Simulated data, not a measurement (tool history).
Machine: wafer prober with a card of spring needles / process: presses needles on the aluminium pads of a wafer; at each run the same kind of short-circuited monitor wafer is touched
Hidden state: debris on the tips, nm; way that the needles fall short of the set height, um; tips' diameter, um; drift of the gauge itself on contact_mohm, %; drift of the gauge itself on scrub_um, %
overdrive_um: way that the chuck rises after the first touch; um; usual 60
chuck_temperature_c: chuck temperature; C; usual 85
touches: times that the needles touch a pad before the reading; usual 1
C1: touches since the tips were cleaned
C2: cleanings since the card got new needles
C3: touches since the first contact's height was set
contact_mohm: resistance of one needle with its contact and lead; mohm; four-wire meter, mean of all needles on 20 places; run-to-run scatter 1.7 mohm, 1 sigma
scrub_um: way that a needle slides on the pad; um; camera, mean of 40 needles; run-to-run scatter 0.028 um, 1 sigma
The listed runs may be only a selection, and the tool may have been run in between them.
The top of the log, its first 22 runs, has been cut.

{"hour": 996.2, "done": "tips cleaned on abrasive film"}
{"run": 23, "hour": 1021.9, "overdrive_um": 78, "chuck_temperature_c": 61, "touches": 1, "C1": 5665, "C2": 104, "C3": 17534, "contact_mohm": 233, "scrub_um": 16.58}
{"hour": 1028.9, "done": "tips cleaned on abrasive film"}
{"hour": 1059.4, "done": "tips cleaned on abrasive film"}
{"run": 24, "hour": 1083.1, "overdrive_um": 68, "chuck_temperature_c": 70, "touches": 1, "C1": 5221, "C2": 106, "C3": 30990, "contact_mohm": 254, "scrub_um": 14.42}
{"hour": 1092.3, "done": "tips cleaned on abrasive film"}
{"run": 25, "hour": 1120.9, "overdrive_um": 76, "chuck_temperature_c": 115, "touches": 1, "C1": 6322, "C2": 107, "C3": 39309, "contact_mohm": 243, "scrub_um": 16.09}
{"hour": 1126.6, "done": "tips cleaned on abrasive film"}
{"hour": 1159.3, "done": "tips cleaned on abrasive film"}
{"run": 26, "hour": 1168.6, "overdrive_um": 54, "chuck_temperature_c": 85, "touches": 2, "C1": 2056, "C2": 109, "C3": 49779, "contact_mohm": 222, "scrub_um": 11.44}
{"hour": 1192.6, "done": "tips cleaned on abrasive film"}
{"hour": 1223.1, "done": "tips cleaned on abrasive film"}
{"run": 27, "hour": 1234.7, "overdrive_um": 72, "chuck_temperature_c": 36, "touches": 1, "C1": 2544, "C2": 111, "C3": 64305, "contact_mohm": 215, "scrub_um": 15.2}
{"hour": 1257.0, "done": "tips cleaned on abrasive film"}
{"run": 28, "hour": 1268.7, "overdrive_um": 78, "chuck_temperature_c": 40, "touches": 2, "C1": 2568, "C2": 112, "C3": 71779, "contact_mohm": 189, "scrub_um": 16.48}
{"hour": 1292.7, "done": "tips cleaned on abrasive film"}
{"run": 29, "hour": 1321.3, "overdrive_um": 42, "chuck_temperature_c": 33, "touches": 2, "C1": 6303, "C2": 113, "C3": 83359, "contact_mohm": 310, "scrub_um": 8.78}
{"hour": 1327.7, "done": "tips cleaned on abrasive film"}
{"run": 30, "hour": 1351.2, "overdrive_um": 60, "chuck_temperature_c": 90, "touches": 1, "C1": 5173, "C2": 114, "C3": 89929, "contact_mohm": 277, "scrub_um": 12.55}

Predict each of these 5 candidate next runs independently; none follows another, all start after run 30:
{"hour": 1361.7, "done": "tips cleaned on abrasive film"}
{"run": "A", "hour": 1390.0, "overdrive_um": 74, "chuck_temperature_c": 56, "touches": 2, "C1": 6242, "C2": 115, "C3": 98459, "contact_mohm": "?", "scrub_um": "?"}
{"hour": 1361.7, "done": "tips cleaned on abrasive film"}
{"run": "B", "hour": 1390.0, "overdrive_um": 61, "chuck_temperature_c": 55, "touches": 1, "C1": 6242, "C2": 115, "C3": 98459, "contact_mohm": "?", "scrub_um": "?"}
{"hour": 1361.7, "done": "tips cleaned on abrasive film"}
{"run": "C", "hour": 1390.0, "overdrive_um": 71, "chuck_temperature_c": 85, "touches": 1, "C1": 6242, "C2": 115, "C3": 98459, "contact_mohm": "?", "scrub_um": "?"}
{"hour": 1361.7, "done": "tips cleaned on abrasive film"}
{"run": "D", "hour": 1390.0, "overdrive_um": 67, "chuck_temperature_c": 59, "touches": 3, "C1": 6242, "C2": 115, "C3": 98459, "contact_mohm": "?", "scrub_um": "?"}
{"hour": 1361.7, "done": "tips cleaned on abrasive film"}
{"run": "E", "hour": 1390.0, "overdrive_um": 68, "chuck_temperature_c": 45, "touches": 2, "C1": 6242, "C2": 115, "C3": 98459, "contact_mohm": "?", "scrub_um": "?"}

run=A contact_mohm=210 scrub_um=15.51
run=B contact_mohm=282 scrub_um=12.8
run=C contact_mohm=255 scrub_um=14.87
run=D contact_mohm=199 scrub_um=14.08
run=E contact_mohm=219 scrub_um=14.3
Without the tool's hidden state the same runs would have given:
run=A contact_mohm=160 scrub_um=15.71
run=B contact_mohm=167 scrub_um=13
run=C contact_mohm=170 scrub_um=15.07
run=D contact_mohm=163 scrub_um=14.28
run=E contact_mohm=161 scrub_um=14.5
